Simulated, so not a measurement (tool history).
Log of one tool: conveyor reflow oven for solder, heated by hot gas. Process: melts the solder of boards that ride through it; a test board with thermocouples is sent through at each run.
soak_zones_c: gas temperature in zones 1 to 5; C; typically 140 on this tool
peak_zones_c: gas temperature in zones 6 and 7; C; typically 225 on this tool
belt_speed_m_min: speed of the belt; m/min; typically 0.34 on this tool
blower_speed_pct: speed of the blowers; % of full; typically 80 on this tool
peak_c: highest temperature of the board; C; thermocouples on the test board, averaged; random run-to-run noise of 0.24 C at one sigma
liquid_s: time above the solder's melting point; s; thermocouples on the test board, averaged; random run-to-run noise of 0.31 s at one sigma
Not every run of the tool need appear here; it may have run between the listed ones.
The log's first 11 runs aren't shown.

{"run": 12, "hour": 823.8, "soak_zones_c": 140, "peak_zones_c": 225, "belt_speed_m_min": 0.34, "blower_speed_pct": 80, "peak_c": 212, "liquid_s": 76.4}
{"run": 13, "hour": 894.6, "soak_zones_c": 140, "peak_zones_c": 225, "belt_speed_m_min": 0.34, "blower_speed_pct": 80, "peak_c": 211, "liquid_s": 76.3}
{"hour": 950.6, "done": "flux residue cleaned out of gas plates and filters"}
{"run": 14, "hour": 957.2, "soak_zones_c": 140, "peak_zones_c": 225, "belt_speed_m_min": 0.289, "blower_speed_pct": 80, "peak_c": 216.7, "liquid_s": 98.6}
{"run": 15, "hour": 1029.8, "soak_zones_c": 136, "peak_zones_c": 225, "belt_speed_m_min": 0.34, "blower_speed_pct": 80, "peak_c": 211.8, "liquid_s": 75.2}
{"run": 16, "hour": 1071.2, "soak_zones_c": 136, "peak_zones_c": 225, "belt_speed_m_min": 0.34, "blower_speed_pct": 80, "peak_c": 211.5, "liquid_s": 75.4}
{"run": 17, "hour": 1165.4, "soak_zones_c": 152, "peak_zones_c": 225, "belt_speed_m_min": 0.34, "blower_speed_pct": 80, "peak_c": 214, "liquid_s": 86.6}
{"run": 18, "hour": 1249.5, "soak_zones_c": 152, "peak_zones_c": 225, "belt_speed_m_min": 0.34, "blower_speed_pct": 80, "peak_c": 213.8, "liquid_s": 86.6}
{"run": 19, "hour": 1323.0, "soak_zones_c": 152, "peak_zones_c": 225, "belt_speed_m_min": 0.34, "blower_speed_pct": 80, "peak_c": 213.8, "liquid_s": 86.7}
{"run": 20, "hour": 1374.7, "soak_zones_c": 152, "peak_zones_c": 225, "belt_speed_m_min": 0.34, "blower_speed_pct": 80, "peak_c": 214, "liquid_s": 86.2}
{"hour": 1435.5, "done": "belt drive overhauled, speed set with a stopwatch"}
{"run": 21, "hour": 1444.7, "soak_zones_c": 129, "peak_zones_c": 213, "belt_speed_m_min": 0.34, "blower_speed_pct": 80, "peak_c": 198.5, "liquid_s": 50.4}
{"run": 22, "hour": 1544.9, "soak_zones_c": 129, "peak_zones_c": 213, "belt_speed_m_min": 0.34, "blower_speed_pct": 80, "peak_c": 198.6, "liquid_s": 49.3}
{"run": 23, "hour": 1645.7, "soak_zones_c": 129, "peak_zones_c": 213, "belt_speed_m_min": 0.34, "blower_speed_pct": 80, "peak_c": 198.3, "liquid_s": 49.7}
{"run": 24, "hour": 1740.3, "soak_zones_c": 154, "peak_zones_c": 236, "belt_speed_m_min": 0.318, "blower_speed_pct": 59, "peak_c": 221.9, "liquid_s": 100.9}
{"run": 25, "hour": 1809.5, "soak_zones_c": 154, "peak_zones_c": 236, "belt_speed_m_min": 0.318, "blower_speed_pct": 59, "peak_c": 221.4, "liquid_s": 98.6}
{"run": 26, "hour": 1852.4, "soak_zones_c": 140, "peak_zones_c": 225, "belt_speed_m_min": 0.294, "blower_speed_pct": 87, "peak_c": 214.8, "liquid_s": 93.6}

Run 27, settings as shown, results not yet in. Your forecast:
{"run": 27, "hour": 1926.2, "soak_zones_c": 131, "peak_zones_c": 225, "belt_speed_m_min": 0.273, "blower_speed_pct": 51, "peak_c": "?", "liquid_s": "?"}

Run 27 yielded peak_c 210.7 C, liquid_s 88.1 s.
Had the tool carried no hidden state, the very same run would have given peak_c 213.1 C, liquid_s 92.1 s.

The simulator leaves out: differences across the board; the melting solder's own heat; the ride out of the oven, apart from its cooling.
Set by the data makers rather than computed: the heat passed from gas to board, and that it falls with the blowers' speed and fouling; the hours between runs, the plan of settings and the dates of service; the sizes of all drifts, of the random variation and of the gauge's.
